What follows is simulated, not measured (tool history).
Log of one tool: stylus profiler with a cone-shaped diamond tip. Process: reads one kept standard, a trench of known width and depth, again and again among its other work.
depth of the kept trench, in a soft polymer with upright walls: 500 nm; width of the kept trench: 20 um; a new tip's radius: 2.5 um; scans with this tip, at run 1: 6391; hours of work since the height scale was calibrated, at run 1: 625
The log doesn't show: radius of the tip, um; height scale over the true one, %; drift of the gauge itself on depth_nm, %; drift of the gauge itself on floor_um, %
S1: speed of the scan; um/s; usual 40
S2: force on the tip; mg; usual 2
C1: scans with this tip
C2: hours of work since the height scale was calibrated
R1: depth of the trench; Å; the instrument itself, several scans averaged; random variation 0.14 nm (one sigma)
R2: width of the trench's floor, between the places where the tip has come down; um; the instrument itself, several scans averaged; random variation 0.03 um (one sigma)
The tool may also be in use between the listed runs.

{"run": 1, "hour": 0.0, "S1": 40, "S2": 2, "C1": 6391, "C2": 625, "R1": 5067.4, "R2": 16.56}
{"run": 2, "hour": 65.6, "S1": 40, "S2": 2, "C1": 6663, "C2": 652, "R1": 5069.3, "R2": 16.59}
{"run": 3, "hour": 111.0, "S1": 40, "S2": 2, "C1": 6852, "C2": 670, "R1": 5066.2, "R2": 16.55}
{"run": 4, "hour": 176.6, "S1": 40, "S2": 2, "C1": 7124, "C2": 697, "R1": 5067.3, "R2": 16.56}
{"run": 5, "hour": 220.2, "S1": 37, "S2": 2, "C1": 7305, "C2": 715, "R1": 5071.9, "R2": 16.58}
{"run": 6, "hour": 266.4, "S1": 37, "S2": 2, "C1": 7497, "C2": 733, "R1": 5071.2, "R2": 16.65}
{"run": 7, "hour": 304.0, "S1": 37, "S2": 2, "C1": 7653, "C2": 749, "R1": 5069.7, "R2": 16.62}
{"run": 8, "hour": 389.5, "S1": 37, "S2": 4.21, "C1": 8008, "C2": 783, "R1": 5113.5, "R2": 16.59}
{"run": 9, "hour": 432.3, "S1": 37, "S2": 4.21, "C1": 8185, "C2": 801, "R1": 5111.7, "R2": 16.61}
{"run": 10, "hour": 514.1, "S1": 37, "S2": 4.21, "C1": 8525, "C2": 834, "R1": 5114.6, "R2": 16.59}
{"run": 11, "hour": 590.3, "S1": 40, "S2": 2, "C1": 8841, "C2": 865, "R1": 5067.2, "R2": 16.57}
{"run": 12, "hour": 625.9, "S1": 40, "S2": 2, "C1": 8989, "C2": 879, "R1": 5067.8, "R2": 16.52}
{"run": 13, "hour": 687.2, "S1": 40, "S2": 2, "C1": 9243, "C2": 904, "R1": 5070.8, "R2": 16.47}
{"run": 14, "hour": 742.0, "S1": 40, "S2": 2, "C1": 9471, "C2": 926, "R1": 5072, "R2": 16.56}
{"run": 15, "hour": 817.6, "S1": 40, "S2": 2, "C1": 9784, "C2": 957, "R1": 5070.5, "R2": 16.53}
{"run": 16, "hour": 862.6, "S1": 40, "S2": 2, "C1": 9971, "C2": 975, "R1": 5070.3, "R2": 16.49}
{"run": 17, "hour": 943.8, "S1": 40, "S2": 2, "C1": 10308, "C2": 1008, "R1": 5069.8, "R2": 16.47}
{"run": 18, "hour": 1008.6, "S1": 40, "S2": 2, "C1": 10577, "C2": 1035, "R1": 5072.3, "R2": 16.45}
{"run": 19, "hour": 1087.5, "S1": 40, "S2": 2, "C1": 10905, "C2": 1067, "R1": 5070, "R2": 16.43}
{"run": 20, "hour": 1169.8, "S1": 40, "S2": 1.33, "C1": 11246, "C2": 1100, "R1": 5055.1, "R2": 16.46}
{"run": 21, "hour": 1256.0, "S1": 40, "S2": 1.33, "C1": 11604, "C2": 1135, "R1": 5057.5, "R2": 16.39}
{"run": 22, "hour": 1304.9, "S1": 81, "S2": 2, "C1": 11807, "C2": 1155, "R1": 5072.1, "R2": 16.18}
{"hour": 1309.4, "done": "height scale calibrated on a step standard"}
{"run": 23, "hour": 1343.4, "S1": 19, "S2": 1.22, "C1": 11965, "C2": 14, "R1": 5059.1, "R2": 16.51}
{"run": 24, "hour": 1398.3, "S1": 45, "S2": 1.22, "C1": 12192, "C2": 36, "R1": 5062.4, "R2": 16.32}
{"hour": 1436.1, "done": "height scale calibrated on a step standard, once more"}
{"run": 25, "hour": 1436.1, "S1": 148, "S2": 5.32, "C1": 12347, "C2": 0, "R1": 5127.5, "R2": 16.13}
{"run": 26, "hour": 1495.0, "S1": 11, "S2": 2.09, "C1": 12592, "C2": 24, "R1": 5064.3, "R2": 16.57}
{"run": 27, "hour": 1549.9, "S1": 44, "S2": 1, "C1": 12820, "C2": 46, "R1": 5042.4, "R2": 16.26}
{"run": 28, "hour": 1589.9, "S1": 160, "S2": 2, "C1": 12985, "C2": 62, "R1": 5064.4, "R2": 15.82}
{"run": 29, "hour": 1647.8, "S1": 43, "S2": 4.93, "C1": 13226, "C2": 86, "R1": 5119.2, "R2": 16.42}
{"run": 30, "hour": 1730.1, "S1": 88, "S2": 0.73, "C1": 13567, "C2": 119, "R1": 5033.7, "R2": 15.82}
{"run": 31, "hour": 1810.3, "S1": 18, "S2": 1.15, "C1": 13900, "C2": 152, "R1": 5046.7, "R2": 16.38}
{"run": 32, "hour": 1879.8, "S1": 44, "S2": 0.74, "C1": 14189, "C2": 180, "R1": 5034.8, "R2": 16.18}
{"run": 33, "hour": 1935.0, "S1": 41, "S2": 2.01, "C1": 14418, "C2": 203, "R1": 5067.3, "R2": 16.32}
{"run": 34, "hour": 2007.6, "S1": 41, "S2": 2.01, "C1": 14719, "C2": 232, "R1": 5069.4, "R2": 16.34}
{"run": 35, "hour": 2049.3, "S1": 73, "S2": 1.28, "C1": 14892, "C2": 249, "R1": 5050.8, "R2": 16.07}
{"run": 36, "hour": 2095.4, "S1": 73, "S2": 1.28, "C1": 15084, "C2": 268, "R1": 5052.2, "R2": 16.06}
{"run": 37, "hour": 2154.5, "S1": 16, "S2": 2.75, "C1": 15329, "C2": 292, "R1": 5083.6, "R2": 16.48}
{"run": 38, "hour": 2223.4, "S1": 16, "S2": 2.75, "C1": 15615, "C2": 320, "R1": 5083.4, "R2": 16.44}
{"run": 39, "hour": 2280.6, "S1": 28, "S2": 2, "C1": 15852, "C2": 343, "R1": 5069.9, "R2": 16.33}
{"run": 40, "hour": 2333.5, "S1": 28, "S2": 2, "C1": 16072, "C2": 364, "R1": 5070, "R2": 16.36}
{"run": 41, "hour": 2387.1, "S1": 15, "S2": 3.27, "C1": 16294, "C2": 386, "R1": 5095.8, "R2": 16.41}
{"run": 42, "hour": 2457.0, "S1": 13, "S2": 0.81, "C1": 16585, "C2": 415, "R1": 5040.4, "R2": 16.41}
{"run": 43, "hour": 2499.3, "S1": 115, "S2": 4.64, "C1": 16760, "C2": 432, "R1": 5120.7, "R2": 16.08}

Some steps in R1 between neighbouring runs. How much of each would the tool show without its hidden state too (settings, what came in, random variation), and how much is left for the hidden state, with any gauge scatter that isn't in both results?
Run 7 -> 8: S2 2 -> 4.21. R1 +43.8 Å: hidden state +0.3, all else +43.5.
Run 22 -> 23: S1 81 -> 19, S2 2 -> 1.22, height scale calibrated on a step standard. R1 -13 Å: hidden state +4.9, all else -17.9.
Run 24 -> 25: S1 45 -> 148, S2 1.22 -> 5.32, height scale calibrated on a step standard, once more. R1 +65.1 Å: hidden state -11.3, all else +76.4.
Run 29 -> 30: S1 43 -> 88, S2 4.93 -> 0.73. R1 -85.5 Å: hidden state +0.3, all else -85.8.
Run 42 -> 43: S1 13 -> 115, S2 0.81 -> 4.64. R1 +80.3 Å: hidden state +0.3, all else +80.

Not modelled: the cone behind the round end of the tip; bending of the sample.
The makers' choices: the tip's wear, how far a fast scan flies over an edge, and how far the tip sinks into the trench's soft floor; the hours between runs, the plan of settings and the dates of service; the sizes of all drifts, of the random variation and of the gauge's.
